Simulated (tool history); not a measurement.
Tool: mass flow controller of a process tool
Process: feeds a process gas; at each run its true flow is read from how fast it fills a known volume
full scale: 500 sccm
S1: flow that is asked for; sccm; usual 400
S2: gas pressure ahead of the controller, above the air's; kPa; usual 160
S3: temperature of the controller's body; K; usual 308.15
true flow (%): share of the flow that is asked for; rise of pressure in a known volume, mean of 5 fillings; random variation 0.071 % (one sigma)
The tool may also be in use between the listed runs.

Run 1, day 0: usual settings. Result: true flow (%) 100.29.
Run 2, day 14.85: usual settings but S1 242 sccm. Result: true flow (%) 99.67.
Run 3, day 27.754: usual settings but S1 242 sccm. Result: true flow (%) 99.8.
Run 4, day 45.221: usual settings but S1 242 sccm. Result: true flow (%) 99.65.
Run 5, day 59.896: usual settings. Result: true flow (%) 100.24.
Run 6, day 71.738: usual settings but S1 407 sccm. Result: true flow (%) 100.13.
Run 7, day 87.054: usual settings but S1 132 sccm. Result: true flow (%) 99.42.
Run 8, day 98.408: usual settings but S1 132 sccm. Result: true flow (%) 99.5.
Run 9, day 110.596: usual settings but S1 132 sccm, S3 295.15 K. Result: true flow (%) 98.28.
Run 10, day 123.675: usual settings but S1 132 sccm, S3 295.15 K. Result: true flow (%) 98.44.
Run 11, day 134.125: usual settings but S1 132 sccm, S3 295.15 K. Result: true flow (%) 98.29.
Run 12, day 141.95: usual settings but S1 132 sccm, S3 295.15 K. Result: true flow (%) 98.27.
Run 13, day 159.471: usual settings. Result: true flow (%) 99.99.
Run 14, day 173.85: usual settings. Result: true flow (%) 99.96.
Run 15, day 182.567: usual settings. Result: true flow (%) 100.12.
Run 16, day 196.058: usual settings. Result: true flow (%) 99.99.
Run 17, day 203.346: usual settings. Result: true flow (%) 100.04.
Run 18, day 216.942: usual settings. Result: true flow (%) 99.87.
Run 19, day 233.55: usual settings. Result: true flow (%) 100.01.
Run 20, day 244.004: usual settings but S2 260 kPa. Result: true flow (%) 99.8.
Run 21, day 260.296: usual settings but S2 191 kPa. Result: true flow (%) 99.91.
Run 22, day 275.838: usual settings but S2 191 kPa. Result: true flow (%) 100.02.
Run 23, day 293.038: usual settings but S1 81 sccm, S2 141 kPa, S3 297.15 K. Result: true flow (%) 98.95.
Run 24, day 307.612: usual settings but S2 221 kPa, S3 306.15 K. Result: true flow (%) 99.52.
Run 25, day 322.529: usual settings but S2 248 kPa. Result: true flow (%) 99.77.
Run 26, day 337.388: usual settings but S1 88 sccm, S2 147 kPa. Result: true flow (%) 99.79.
Run 27, day 346.167: usual settings but S1 248 sccm, S3 310.15 K. Result: true flow (%) 99.87.
Run 28, day 353.629: usual settings but S2 254 kPa, S3 297.15 K. Result: true flow (%) 98.68.
Run 29, day 361.6: usual settings but S1 71 sccm, S2 197 kPa. Result: true flow (%) 99.97.
Run 30, day 370.808: usual settings but S1 159 sccm, S2 204 kPa. Result: true flow (%) 99.37.
Run 31, day 384.708: usual settings but S2 197 kPa, S3 303.15 K. Result: true flow (%) 99.33.
Run 32, day 400.308: usual settings but S1 74 sccm, S2 263 kPa, S3 297.15 K. Result: true flow (%) 99.
Run 33, day 409.9: usual settings but S1 74 sccm, S2 263 kPa, S3 299.15 K. Result: true flow (%) 99.2.
Run 34, day 418.988: usual settings but S2 228 kPa. Result: true flow (%) 99.71.
Run 35, day 435.579: usual settings but S1 231 sccm, S2 205 kPa, S3 294.15 K. Result: true flow (%) 98.06.
Run 36, day 443.825: usual settings but S1 484 sccm, S2 222 kPa, S3 296.15 K. Result: true flow (%) 98.84.
Run 37, day 456.225: usual settings but S1 54 sccm, S2 245 kPa, S3 298.15 K. Result: true flow (%) 99.65.
Run 38, day 470.221: usual settings but S1 54 sccm, S2 248 kPa, S3 310.15 K. Result: true flow (%) 100.84.
Run 39, day 487.608: usual settings but S2 239 kPa, S3 299.15 K. Result: true flow (%) 98.74.
Run 40, day 502.629: usual settings but S2 239 kPa, S3 299.15 K. Result: true flow (%) 98.82.
Run 41, day 511.988: usual settings but S2 201 kPa, S3 299.15 K. Result: true flow (%) 98.94.
Run 42, day 526.479: usual settings but S1 127 sccm, S2 199 kPa. Result: true flow (%) 99.44.
Run 43, day 537.304: usual settings but S1 127 sccm, S2 199 kPa. Result: true flow (%) 99.33.
Run 44, day 546.108: usual settings but S1 201 sccm, S2 241 kPa. Result: true flow (%) 99.17.

Some steps in true flow (%) between neighbouring runs. How much of each would the tool show without its hidden state too (settings, what came in, random variation), and how much is left for the hidden state, with any gauge scatter that isn't in both results?
The hidden state here: flow at rest that the sensor doesn't see, % of full scale; true flow over the shown one, %; drift of the gauge itself on true_pct, %.
Run 12 -> 13: S1 132 -> 400, S3 295.15 -> 308.15. true flow (%) +1.72: hidden state -0.41, all else +2.13.
Run 33 -> 34: S1 74 -> 400, S2 263 -> 228, S3 299.15 -> 308.15. true flow (%) +0.51: hidden state -1.52, all else +2.03.
Run 34 -> 35: S1 400 -> 231, S2 228 -> 205, S3 308.15 -> 294.15. true flow (%) -1.65: hidden state +0.24, all else -1.89.
Run 36 -> 37: S1 484 -> 54, S2 222 -> 245, S3 296.15 -> 298.15. true flow (%) +0.81: hidden state +2.4, all else -1.59.
Run 38 -> 39: S1 54 -> 400, S2 248 -> 239, S3 310.15 -> 299.15. true flow (%) -2.1: hidden state -2.4, all else +0.3.
